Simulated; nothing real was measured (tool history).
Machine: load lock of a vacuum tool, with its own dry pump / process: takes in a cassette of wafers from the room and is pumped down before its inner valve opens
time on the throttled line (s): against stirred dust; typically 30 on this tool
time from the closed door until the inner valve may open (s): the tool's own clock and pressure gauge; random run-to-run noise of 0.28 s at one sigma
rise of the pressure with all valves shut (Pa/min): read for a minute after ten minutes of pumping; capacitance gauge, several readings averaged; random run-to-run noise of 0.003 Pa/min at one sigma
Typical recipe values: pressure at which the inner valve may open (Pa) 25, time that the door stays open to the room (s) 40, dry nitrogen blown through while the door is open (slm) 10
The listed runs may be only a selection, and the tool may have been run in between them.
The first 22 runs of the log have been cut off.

run      day  time on the throttled line (s)  pressure at which the inner valve may open (Pa)  time that the door stays open to the room (s)  dry nitrogen blown through while the door is open (slm)  incoming humidity of the room's air, %  time from the closed door until the inner valve may open (s)  rise of the pressure with all valves shut (Pa/min)
 23  217.125                              50                                               24                                             37                                                       19                                    44.8                                                          68.5                                               0.461
 24  229.517                              50                                               24                                             37                                                       19                                    44.9                                                          68.5                                               0.474
 25  236.054                              46                                               24                                            209                                                       19                                    47.9                                                          66.4                                               0.497
 26  244.533                              30                                               29                                             40                                                       11                                      44                                                          52.9                                               0.482
 27  255.079                              19                                               50                                             40                                                        6                                    43.6                                                          43.5                                               0.497
 28  264.758                              19                                               50                                             40                                                        6                                    42.8                                                          43.5                                                0.51
 29  277.858                              46                                               50                                             40                                                       15                                    44.6                                                            63                                               0.501
 30  284.804                              30                                               41                                             40                                                        4                                    46.6                                                          52.2                                               0.533
 31  298.854                              30                                               41                                             40                                                        4                                    47.8                                                          52.8                                               0.538
     308.921  -- door's seal changed, seat wiped
 32  310.154                              30                                               19                                             40                                                       10                                    48.3                                                          55.6                                               0.043
 33   323.65                              27                                               30                                            199                                                       30                                    47.3                                                          52.4                                                0.04
 34  337.488                              30                                               34                                             40                                                       19                                    47.1                                                          53.6                                                0.04
 35  343.479                              55                                               38                                            175                                                       45                                    46.9                                                          71.1                                               0.039
 36  355.779                              55                                               38                                            175                                                       12                                    47.4                                                          70.3                                               0.075

Forecast each of these 4 alternatives for the next run:
  A  362.679                              20                                               29                                             40                                                       10                                    45.6                                                             ?                                                   ?
  B  362.679                              26                                               25                                             73                                                       10                                    45.4                                                             ?                                                   ?
  C  362.679                              36                                               35                                             35                                                       10                                    44.4                                                             ?                                                   ?
  D  362.679                              30                                               25                                             40                                                       22                                    45.5                                                             ?                                                   ?

run  time from the closed door until the inner valve may open (s)  rise of the pressure with all valves shut (Pa/min)
  A                                                          47.3                                               0.052
  B                                                          52.7                                               0.061
  C                                                            58                                               0.049
  D                                                          55.4                                               0.044
What these runs would have given with no unlogged condition in the tool:
run  time from the closed door until the inner valve may open (s)  rise of the pressure with all valves shut (Pa/min)
  A                                                          43.2                                               0.042
  B                                                          48.6                                               0.051
  C                                                          54.6                                               0.039
  D                                                          51.6                                               0.034

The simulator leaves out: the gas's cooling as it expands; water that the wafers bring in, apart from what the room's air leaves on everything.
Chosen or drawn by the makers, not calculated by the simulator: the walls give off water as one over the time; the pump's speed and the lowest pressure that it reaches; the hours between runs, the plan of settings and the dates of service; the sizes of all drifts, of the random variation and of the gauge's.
